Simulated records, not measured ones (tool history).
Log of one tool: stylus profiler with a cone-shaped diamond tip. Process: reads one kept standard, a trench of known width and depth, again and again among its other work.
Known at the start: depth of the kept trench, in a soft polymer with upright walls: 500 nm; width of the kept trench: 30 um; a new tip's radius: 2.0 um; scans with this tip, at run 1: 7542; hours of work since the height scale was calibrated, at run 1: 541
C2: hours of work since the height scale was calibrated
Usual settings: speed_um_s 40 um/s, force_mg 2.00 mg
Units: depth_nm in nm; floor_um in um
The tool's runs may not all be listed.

{"run": 1, "day": 0.0, "speed_um_s": 40, "force_mg": 2.0, "scans with this tip": 7542, "C2": 541, "depth_nm": 507.82, "floor_um": 26.83}
{"run": 2, "day": 0.675, "speed_um_s": 40, "force_mg": 2.0, "scans with this tip": 7645, "C2": 548, "depth_nm": 508.15, "floor_um": 26.82}
{"run": 3, "day": 1.296, "speed_um_s": 40, "force_mg": 2.0, "scans with this tip": 7739, "C2": 555, "depth_nm": 507.98, "floor_um": 26.81}
{"run": 4, "day": 2.254, "speed_um_s": 40, "force_mg": 3.64, "scans with this tip": 7885, "C2": 565, "depth_nm": 511.48, "floor_um": 26.83}
{"run": 5, "day": 3.183, "speed_um_s": 40, "force_mg": 3.64, "scans with this tip": 8026, "C2": 575, "depth_nm": 511.53, "floor_um": 26.81}
{"run": 6, "day": 4.275, "speed_um_s": 40, "force_mg": 3.64, "scans with this tip": 8192, "C2": 587, "depth_nm": 511.79, "floor_um": 26.87}
{"run": 7, "day": 5.296, "speed_um_s": 40, "force_mg": 3.64, "scans with this tip": 8347, "C2": 598, "depth_nm": 511.75, "floor_um": 26.82}
{"run": 8, "day": 5.796, "speed_um_s": 40, "force_mg": 3.64, "scans with this tip": 8424, "C2": 604, "depth_nm": 511.64, "floor_um": 26.84}
{"run": 9, "day": 6.292, "speed_um_s": 69, "force_mg": 2.0, "scans with this tip": 8499, "C2": 609, "depth_nm": 508.48, "floor_um": 26.66}
{"run": 10, "day": 7.092, "speed_um_s": 69, "force_mg": 2.0, "scans with this tip": 8620, "C2": 618, "depth_nm": 508.17, "floor_um": 26.65}
{"run": 11, "day": 8.146, "speed_um_s": 40, "force_mg": 2.78, "scans with this tip": 8781, "C2": 630, "depth_nm": 510.27, "floor_um": 26.78}
{"run": 12, "day": 9.154, "speed_um_s": 40, "force_mg": 2.78, "scans with this tip": 8934, "C2": 641, "depth_nm": 510.21, "floor_um": 26.75}
{"run": 13, "day": 9.704, "speed_um_s": 40, "force_mg": 1.0, "scans with this tip": 9018, "C2": 647, "depth_nm": 505.49, "floor_um": 26.73}
{"run": 14, "day": 10.646, "speed_um_s": 40, "force_mg": 1.0, "scans with this tip": 9161, "C2": 657, "depth_nm": 505.81, "floor_um": 26.72}
{"run": 15, "day": 11.621, "speed_um_s": 40, "force_mg": 1.0, "scans with this tip": 9309, "C2": 667, "depth_nm": 505.58, "floor_um": 26.69}
{"run": 16, "day": 12.288, "speed_um_s": 40, "force_mg": 1.0, "scans with this tip": 9410, "C2": 675, "depth_nm": 505.57, "floor_um": 26.68}
{"run": 17, "day": 12.933, "speed_um_s": 40, "force_mg": 2.0, "scans with this tip": 9508, "C2": 682, "depth_nm": 508.29, "floor_um": 26.71}
{"run": 18, "day": 13.625, "speed_um_s": 40, "force_mg": 2.0, "scans with this tip": 9613, "C2": 689, "depth_nm": 508.15, "floor_um": 26.74}
{"run": 19, "day": 14.412, "speed_um_s": 40, "force_mg": 2.0, "scans with this tip": 9733, "C2": 698, "depth_nm": 508.14, "floor_um": 26.77}
{"run": 20, "day": 15.329, "speed_um_s": 40, "force_mg": 2.0, "scans with this tip": 9872, "C2": 708, "depth_nm": 508.45, "floor_um": 26.73}
{"run": 21, "day": 15.988, "speed_um_s": 86, "force_mg": 1.53, "scans with this tip": 9973, "C2": 715, "depth_nm": 507.23, "floor_um": 26.54}
{"run": 22, "day": 16.467, "speed_um_s": 30, "force_mg": 1.36, "scans with this tip": 10045, "C2": 720, "depth_nm": 506.77, "floor_um": 26.69}
{"run": 23, "day": 17.329, "speed_um_s": 30, "force_mg": 1.36, "scans with this tip": 10176, "C2": 730, "depth_nm": 506.65, "floor_um": 26.73}
{"run": 24, "day": 18.262, "speed_um_s": 97, "force_mg": 0.93, "scans with this tip": 10318, "C2": 740, "depth_nm": 505.5, "floor_um": 26.28}
{"run": 25, "day": 18.85, "speed_um_s": 12, "force_mg": 3.68, "scans with this tip": 10408, "C2": 746, "depth_nm": 512.22, "floor_um": 26.8}
{"run": 26, "day": 19.779, "speed_um_s": 25, "force_mg": 2.38, "scans with this tip": 10549, "C2": 756, "depth_nm": 509.21, "floor_um": 26.72}
{"run": 27, "day": 20.804, "speed_um_s": 93, "force_mg": 5.43, "scans with this tip": 10705, "C2": 767, "depth_nm": 515.22, "floor_um": 26.61}
{"run": 28, "day": 21.479, "speed_um_s": 24, "force_mg": 5.43, "scans with this tip": 10807, "C2": 775, "depth_nm": 515.43, "floor_um": 26.68}
{"run": 29, "day": 22.492, "speed_um_s": 24, "force_mg": 5.43, "scans with this tip": 10961, "C2": 786, "depth_nm": 515.43, "floor_um": 26.72}
{"run": 30, "day": 23.583, "speed_um_s": 20, "force_mg": 2.89, "scans with this tip": 11127, "C2": 798, "depth_nm": 510.57, "floor_um": 26.84}
{"run": 31, "day": 24.046, "speed_um_s": 13, "force_mg": 0.7, "scans with this tip": 11197, "C2": 803, "depth_nm": 505.07, "floor_um": 26.73}
{"run": 32, "day": 24.588, "speed_um_s": 111, "force_mg": 5.06, "scans with this tip": 11280, "C2": 809, "depth_nm": 515.08, "floor_um": 26.55}
{"run": 33, "day": 25.229, "speed_um_s": 77, "force_mg": 0.75, "scans with this tip": 11377, "C2": 816, "depth_nm": 505.49, "floor_um": 26.38}
{"run": 34, "day": 26.046, "speed_um_s": 77, "force_mg": 0.75, "scans with this tip": 11502, "C2": 825, "depth_nm": 505.29, "floor_um": 26.32}
{"run": 35, "day": 27.083, "speed_um_s": 77, "force_mg": 0.75, "scans with this tip": 11659, "C2": 836, "depth_nm": 505.19, "floor_um": 26.33}
{"run": 36, "day": 27.596, "speed_um_s": 19, "force_mg": 2.01, "scans with this tip": 11737, "C2": 842, "depth_nm": 508.75, "floor_um": 26.69}
{"run": 37, "day": 28.662, "speed_um_s": 46, "force_mg": 1.48, "scans with this tip": 11899, "C2": 853, "depth_nm": 507.5, "floor_um": 26.51}
{"run": 38, "day": 29.388, "speed_um_s": 110, "force_mg": 1.37, "scans with this tip": 12009, "C2": 861, "depth_nm": 507.28, "floor_um": 26.27}
{"run": 39, "day": 30.158, "speed_um_s": 53, "force_mg": 3.8, "scans with this tip": 12126, "C2": 869, "depth_nm": 512.65, "floor_um": 26.65}
{"run": 40, "day": 31.229, "speed_um_s": 53, "force_mg": 3.8, "scans with this tip": 12290, "C2": 881, "depth_nm": 512.48, "floor_um": 26.58}

3 ways to go on from here, each from the tool as it stands after run 40. What would each give?
{"run": "A", "day": 31.762, "speed_um_s": 40, "force_mg": 2.0, "scans with this tip": 12370, "C2": 887, "depth_nm": "?", "floor_um": "?"}
{"run": "B", "day": 31.762, "speed_um_s": 19, "force_mg": 2.83, "scans with this tip": 12370, "C2": 887, "depth_nm": "?", "floor_um": "?"}
{"run": "C", "day": 31.762, "speed_um_s": 34, "force_mg": 4.71, "scans with this tip": 12370, "C2": 887, "depth_nm": "?", "floor_um": "?"}

run=A depth_nm=508.97 floor_um=26.55
run=B depth_nm=510.66 floor_um=26.67
run=C depth_nm=514.42 floor_um=26.68
Without the tool's hidden state the same runs would have given:
run=A depth_nm=507.29 floor_um=27.15
run=B depth_nm=508.98 floor_um=27.28
run=C depth_nm=512.72 floor_um=27.28

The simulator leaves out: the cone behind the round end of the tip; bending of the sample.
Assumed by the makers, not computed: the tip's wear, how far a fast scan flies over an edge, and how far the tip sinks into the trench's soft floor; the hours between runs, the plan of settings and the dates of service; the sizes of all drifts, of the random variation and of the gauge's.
